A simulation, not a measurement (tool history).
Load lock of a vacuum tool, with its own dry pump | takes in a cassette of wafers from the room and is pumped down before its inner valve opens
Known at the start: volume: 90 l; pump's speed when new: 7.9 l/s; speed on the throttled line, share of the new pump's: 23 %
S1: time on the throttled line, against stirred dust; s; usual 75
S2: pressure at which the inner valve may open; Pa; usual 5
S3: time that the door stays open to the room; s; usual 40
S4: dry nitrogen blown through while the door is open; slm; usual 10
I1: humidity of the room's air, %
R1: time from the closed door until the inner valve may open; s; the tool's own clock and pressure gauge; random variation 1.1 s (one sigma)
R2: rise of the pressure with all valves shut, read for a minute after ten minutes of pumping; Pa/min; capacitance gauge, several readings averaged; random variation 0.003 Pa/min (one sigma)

Run 1, hour 0.0: usual settings; I1 45.6. Result: R1 192.7 s, R2 0.320 Pa/min.
Run 2, hour 300.1: usual settings; I1 46.4. Result: R1 195.0 s, R2 0.343 Pa/min.
Run 3, hour 555.0: usual settings; I1 44.2. Result: R1 192.0 s, R2 0.351 Pa/min.
Run 4, hour 772.4: usual settings; I1 45.7. Result: R1 193.2 s, R2 0.369 Pa/min.
Run 5, hour 971.9: usual settings; I1 46.0. Result: R1 195.9 s, R2 0.384 Pa/min.
Run 6, hour 1187.2: usual settings; I1 45.8. Result: R1 195.6 s, R2 0.394 Pa/min.
Run 7, hour 1365.5: usual settings; I1 46.2. Result: R1 196.4 s, R2 0.420 Pa/min.
Run 8, hour 1538.8: usual settings but S1 40 s, S4 14 slm; I1 42.5. Result: R1 172.8 s, R2 0.422 Pa/min.
Run 9, hour 1783.8: usual settings but S1 69 s, S2 7 Pa, S3 94 s, S4 12 slm; I1 43.6. Result: R1 187.7 s, R2 0.458 Pa/min.
Run 10, hour 2077.7: usual settings but S3 226 s, S4 15 slm; I1 44.5. Result: R1 197.2 s, R2 0.507 Pa/min.
Run 11, hour 2248.2: usual settings but S1 145 s, S2 7 Pa, S3 226 s, S4 15 slm; I1 48.0. Result: R1 242.4 s, R2 0.515 Pa/min.
Run 12, hour 2457.3: usual settings but S1 44 s, S2 7 Pa, S3 41 s, S4 15 slm; I1 45.5. Result: R1 171.5 s, R2 0.487 Pa/min.
Run 13, hour 2626.9: usual settings but S1 68 s, S3 41 s, S4 15 slm; I1 44.0. Result: R1 193.5 s, R2 0.499 Pa/min.
Run 14, hour 2794.1: usual settings but S1 68 s, S3 41 s, S4 15 slm; I1 44.3. Result: R1 197.5 s, R2 0.519 Pa/min.

The same runs without the tool's hidden state, with the same run-to-run variation:
The hidden state here: pump's speed, % of a new pump's; leak at the door's seal, Pa l/s; drift of the gauge itself on ready_s, %; drift of the gauge itself on rise_pa_min, %.
run     R1     R2
  1  171.7  0.033
  2  173.2  0.036
  3  170.1  0.030
  4  170.8  0.030
  5  172.8  0.034
  6  172.0  0.028
  7  172.5  0.037
  8  146.3  0.026
  9  163.5  0.045
 10  171.5  0.075
 11  221.8  0.077
 12  144.3  0.035
 13  166.1  0.027
 14  169.2  0.034

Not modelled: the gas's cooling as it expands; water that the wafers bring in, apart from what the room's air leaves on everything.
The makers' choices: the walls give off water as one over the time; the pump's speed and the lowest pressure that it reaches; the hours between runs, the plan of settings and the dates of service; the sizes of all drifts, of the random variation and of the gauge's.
